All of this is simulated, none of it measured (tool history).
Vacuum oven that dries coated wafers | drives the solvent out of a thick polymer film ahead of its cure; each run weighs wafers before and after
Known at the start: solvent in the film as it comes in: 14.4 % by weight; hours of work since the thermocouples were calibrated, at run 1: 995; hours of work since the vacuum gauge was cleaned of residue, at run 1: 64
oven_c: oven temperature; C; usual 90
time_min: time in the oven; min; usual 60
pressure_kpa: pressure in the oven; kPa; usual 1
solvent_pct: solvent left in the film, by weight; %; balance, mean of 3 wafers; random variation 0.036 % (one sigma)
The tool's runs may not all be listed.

run     day  oven_c  time_min  pressure_kpa  hours of work since the thermocouples were calibrated  hours of work since the vacuum gauge was cleaned of residue  solvent_pct
  1       0      90        60             1                                                    995                                                           64         1.92
  2   1.442      90        60             1                                                   1014                                                           83          1.9
  3   2.575      90        60          1.44                                                   1030                                                           98         2.14
  4   4.604      90        60             1                                                   1057                                                          125          1.9
  5   6.321      90        60             1                                                   1080                                                          148         1.84
  6   8.088      90        60             1                                                   1103                                                          172         1.95
  7  10.117      90        60             1                                                   1131                                                          199         1.94
  8  11.296      90        60             1                                                   1146                                                          215         1.95
  9  13.329      90        60             1                                                   1174                                                          242         1.93
 10  14.808      90        60          1.52                                                   1193                                                          262         2.26
 11  16.042      90        60          1.52                                                   1210                                                          278         2.23
 12   18.05      88        60             1                                                   1237                                                          305         2.19
 13  19.762      88        60             1                                                   1260                                                          328         2.11
 14  21.438      88        60             1                                                   1282                                                          351         2.18
 15  23.558      88        60             1                                                   1310                                                          379         2.18
 16  24.871      90        34             1                                                   1328                                                          397         3.74
 17  26.638      90        60             1                                                   1352                                                          420         1.88
 18  28.517      90        60             1                                                   1377                                                          445         1.93
 19  29.479      90        63             1                                                   1390                                                          458         1.79
 20   30.65      90        42             1                                                   1405                                                          474         3.08
 21  31.717      90        60             1                                                   1420                                                          488         1.91
 22  33.208      90        60             1                                                   1440                                                          508         1.88
 23  34.329      82        60             1                                                   1454                                                          523         3.26
 24  36.308      82        60             1                                                   1481                                                          550          3.2
 25  38.312      82        60             1                                                   1508                                                          576         3.26
 26  40.017     104        69             1                                                   1531                                                          599          0.6
 27  41.329     104        53          3.76                                                   1548                                                          617         2.03
 28  42.317     104        53          3.76                                                   1561                                                          630         1.98
 29  44.204      90        76          3.54                                                   1587                                                          655         3.22
 30  46.058      88        60          2.85                                                   1611                                                          680         3.53
 31  47.121      83        60          3.87                                                   1626                                                          694          5.5
 32  48.317      84        71          1.94                                                   1642                                                          710          3.2
 33  50.371     104        60          1.18                                                   1669                                                          738         0.76
 34  51.612      92        60          1.94                                                   1686                                                          754         2.23
 35  53.038      92        60          1.94                                                   1705                                                          773         2.35
     53.258  -- oven's thermocouples calibrated
 36  54.275      92        60          1.94                                                     14                                                          789         2.28
 37  56.158      92        60          1.94                                                     39                                                          814         2.22
 38  57.471      97        96          1.94                                                     56                                                          832         1.23
 39   59.05      90        66          3.05                                                     78                                                          853         3.15
 40  60.342      88        66          3.05                                                     95                                                          870         3.53
 41  62.517      76        49          0.99                                                    124                                                          899         5.17
 42  64.662      84        49          0.99                                                    153                                                          928         3.52
 43  66.462      98        65          0.56                                                    177                                                          952         0.68
 44  67.775      76        45          0.79                                                    194                                                          970         5.36
 45  69.104      76        96          3.28                                                    212                                                          987         5.54
 46  70.475      76        96          3.28                                                    230                                                         1006         5.51

Forecast run 47:
 47  72.625      90        34           1.3                                                    259                                                         1034            ?

Run 47 gave solvent_pct 3.96 %.
Without the tool's hidden state the same run would have given solvent_pct 3.95 %.
